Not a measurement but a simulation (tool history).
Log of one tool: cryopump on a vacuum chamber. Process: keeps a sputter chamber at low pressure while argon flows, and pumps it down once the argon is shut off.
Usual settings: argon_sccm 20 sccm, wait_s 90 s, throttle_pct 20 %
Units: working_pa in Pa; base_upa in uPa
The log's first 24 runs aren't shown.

run	hour	argon_sccm	wait_s	throttle_pct	hours of work since the pump was warmed up and emptied	hours of work since the cold head was overhauled	hours of work since the chamber's fittings were tightened	working_pa	base_upa
25	2037.7	15	200	49	372	3705	200	0.0276	0.65
26	2124.3	9	90	19	424	3757	252	0.0401	0.91
27	2198.3	20	55	20	468	3801	297	0.0838	1.22
# hour 2252.7: pump warmed up, emptied and cooled again
28	2258.8	8	63	20	4	3834	330	0.031	1.04
29	2339.8	26	197	20	52	3883	379	0.1024	0.69
30	2409.2	26	197	20	94	3925	421	0.1039	0.76
31	2503.7	26	197	20	151	3982	477	0.1048	0.88
32	2582.4	38	30	20	198	4029	525	0.1534	1.93
33	2683.5	8	77	45	259	4090	585	0.0154	1.26
34	2779.8	8	37	45	317	4148	643	0.0151	1.89

4 ways to go on from here, each from the tool as it stands after run 34. What would each give?
A	2862.1	18	74	34	366	4197	693	?	?
B	2862.1	20	112	20	366	4197	693	?	?
C	2862.1	20	90	20	366	4197	693	?	?
D	2862.1	17	37	45	366	4197	693	?	?

run	working_pa	base_upa
A	0.0455	1.52
B	0.0823	1.29
C	0.0827	1.42
D	0.0336	2
Without the tool's hidden state the same runs would have given:
run	working_pa	base_upa
A	0.0415	0.62
B	0.0778	0.4
C	0.0782	0.53
D	0.0298	1.09
